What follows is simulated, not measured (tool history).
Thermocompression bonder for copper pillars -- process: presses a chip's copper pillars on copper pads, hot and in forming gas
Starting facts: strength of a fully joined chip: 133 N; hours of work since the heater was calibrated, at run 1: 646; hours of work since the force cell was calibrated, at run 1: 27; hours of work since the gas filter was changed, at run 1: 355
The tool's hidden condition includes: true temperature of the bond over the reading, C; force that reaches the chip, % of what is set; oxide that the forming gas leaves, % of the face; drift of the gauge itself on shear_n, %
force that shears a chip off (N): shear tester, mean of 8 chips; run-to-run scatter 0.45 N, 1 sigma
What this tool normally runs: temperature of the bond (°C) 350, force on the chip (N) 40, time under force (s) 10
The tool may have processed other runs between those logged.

| run | hour | temperature of the bond (°C) | force on the chip (N) | time under force (s) | hours of work since the heater was calibrated | hours of work since the force cell was calibrated | hours of work since the gas filter was changed | force that shears a chip off (N) |
|---|---|---|---|---|---|---|---|---|
| 1 | 0 | 350 | 40 | 10 | 646 | 27 | 355 | 58.8 |
| 2 | 14.1 | 350 | 40 | 10 | 657 | 39 | 366 | 59.7 |
| 3 | 45 | 350 | 40 | 10 | 681 | 63 | 390 | 59.8 |
| 4 | 62.6 | 350 | 40 | 10 | 695 | 77 | 404 | 59.4 |
| 5 | 81.9 | 350 | 40 | 14 | 710 | 92 | 419 | 67.2 |
|  | 102.4 | forming gas filter changed |
| 6 | 102.7 | 350 | 40 | 14 | 726 | 108 | 0 | 70.9 |
| 7 | 122.6 | 350 | 29 | 10 | 742 | 123 | 16 | 49.3 |
| 8 | 156.6 | 350 | 29 | 10 | 769 | 150 | 43 | 47.7 |
| 9 | 185.1 | 350 | 29 | 10 | 791 | 172 | 65 | 47.6 |
| 10 | 212.6 | 350 | 40 | 10 | 813 | 194 | 87 | 62.6 |
| 11 | 247.1 | 350 | 40 | 25 | 840 | 221 | 114 | 83.8 |
| 12 | 278.2 | 350 | 40 | 25 | 864 | 245 | 138 | 83.6 |
| 13 | 303.2 | 350 | 50 | 10 | 884 | 265 | 158 | 74.1 |
| 14 | 328.8 | 350 | 50 | 10 | 904 | 285 | 178 | 74.1 |
| 15 | 357.1 | 350 | 50 | 10 | 926 | 307 | 200 | 73.5 |
| 16 | 372.2 | 350 | 31 | 24 | 938 | 319 | 212 | 69.2 |
|  | 375.5 | force cell calibrated |
| 17 | 404.2 | 350 | 31 | 24 | 962 | 23 | 236 | 67.6 |
| 18 | 425.9 | 350 | 31 | 15 | 979 | 40 | 253 | 57.2 |
|  | 439.5 | heater calibrated with a thermocouple chip |
| 19 | 458.3 | 349 | 31 | 15 | 15 | 63 | 277 | 51.4 |
| 20 | 480.5 | 361 | 36 | 21 | 32 | 81 | 294 | 71.9 |

The next listed run, before its measurement:
| 21 | 510.6 | 350 | 42 | 10 | 56 | 104 | 318 | ? |

force that shears a chip off (N): 57.4
Without the tool's hidden state the same run would have given force that shears a chip off (N) 61.8.

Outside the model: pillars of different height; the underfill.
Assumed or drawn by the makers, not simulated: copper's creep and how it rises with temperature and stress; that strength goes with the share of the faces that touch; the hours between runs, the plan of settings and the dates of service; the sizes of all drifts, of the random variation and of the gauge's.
